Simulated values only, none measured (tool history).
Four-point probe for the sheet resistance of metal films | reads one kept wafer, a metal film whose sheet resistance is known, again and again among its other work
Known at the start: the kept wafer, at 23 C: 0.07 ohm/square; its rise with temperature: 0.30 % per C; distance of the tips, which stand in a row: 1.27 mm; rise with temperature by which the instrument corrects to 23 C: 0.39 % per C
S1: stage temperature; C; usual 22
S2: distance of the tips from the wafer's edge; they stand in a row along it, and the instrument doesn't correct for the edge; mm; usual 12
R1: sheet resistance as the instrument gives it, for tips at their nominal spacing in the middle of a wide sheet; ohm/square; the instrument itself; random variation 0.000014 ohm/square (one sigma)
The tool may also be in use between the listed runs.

Run 1, day 0: usual settings. Result: R1 0.070884 ohm/square.
Run 2, day 0.996: usual settings. Result: R1 0.070867 ohm/square.
Run 3, day 2.446: usual settings. Result: R1 0.070873 ohm/square.
Run 4, day 3.542: usual settings. Result: R1 0.070883 ohm/square.
Run 5, day 5.288: usual settings. Result: R1 0.070861 ohm/square.
Run 6, day 6.3: usual settings. Result: R1 0.070892 ohm/square.
Run 7, day 7.388: usual settings. Result: R1 0.070875 ohm/square.
Run 8, day 9.112: usual settings. Result: R1 0.070882 ohm/square.
Run 9, day 10.304: usual settings. Result: R1 0.070908 ohm/square.
Run 10, day 11.579: usual settings. Result: R1 0.070903 ohm/square.
Run 11, day 12.475: usual settings. Result: R1 0.07088 ohm/square.
Run 12, day 14.075: usual settings but S1 26 C, S2 69 mm. Result: R1 0.070224 ohm/square.
Run 13, day 15: usual settings but S1 23 C, S2 68 mm. Result: R1 0.070414 ohm/square.
Run 14, day 16.662: usual settings but S1 30 C. Result: R1 0.070376 ohm/square.
Run 15, day 17.492: usual settings but S1 20 C, S2 14 mm. Result: R1 0.070907 ohm/square.
Run 16, day 18.858: usual settings but S1 31 C, S2 64 mm. Result: R1 0.069944 ohm/square.
Run 17, day 19.633: usual settings but S1 19 C, S2 64 mm. Result: R1 0.070661 ohm/square.
Run 18, day 20.792: usual settings but S1 27 C, S2 4 mm. Result: R1 0.073771 ohm/square.
Run 19, day 22.458: usual settings but S1 27 C, S2 4 mm. Result: R1 0.073775 ohm/square.
Run 20, day 24.142: usual settings but S1 18 C, S2 3 mm. Result: R1 0.076913 ohm/square.
Run 21, day 25.571: usual settings but S1 24 C, S2 22 mm. Result: R1 0.070479 ohm/square.

Some steps in R1 between neighbouring runs. How much of each would the tool show without its hidden state too (settings, what came in, random variation), and how much is left for the hidden state, with any gauge scatter that isn't in both results?
The hidden state here: inner tips' distance over the nominal, %; tips' flats over new ones', %; wafer's true temperature over the reading, C; drift of the gauge itself on sheet_ohm, %.
Run 17 -> 18: S1 19 -> 27, S2 64 -> 4. R1 +0.00311 ohm/square: hidden state +0.000018, all else +0.003092.
Run 19 -> 20: S1 27 -> 18, S2 4 -> 3. R1 +0.003138 ohm/square: hidden state +0.000015, all else +0.003123.
Run 20 -> 21: S1 18 -> 24, S2 3 -> 22. R1 -0.006434 ohm/square: hidden state -0.00003, all else -0.006404.

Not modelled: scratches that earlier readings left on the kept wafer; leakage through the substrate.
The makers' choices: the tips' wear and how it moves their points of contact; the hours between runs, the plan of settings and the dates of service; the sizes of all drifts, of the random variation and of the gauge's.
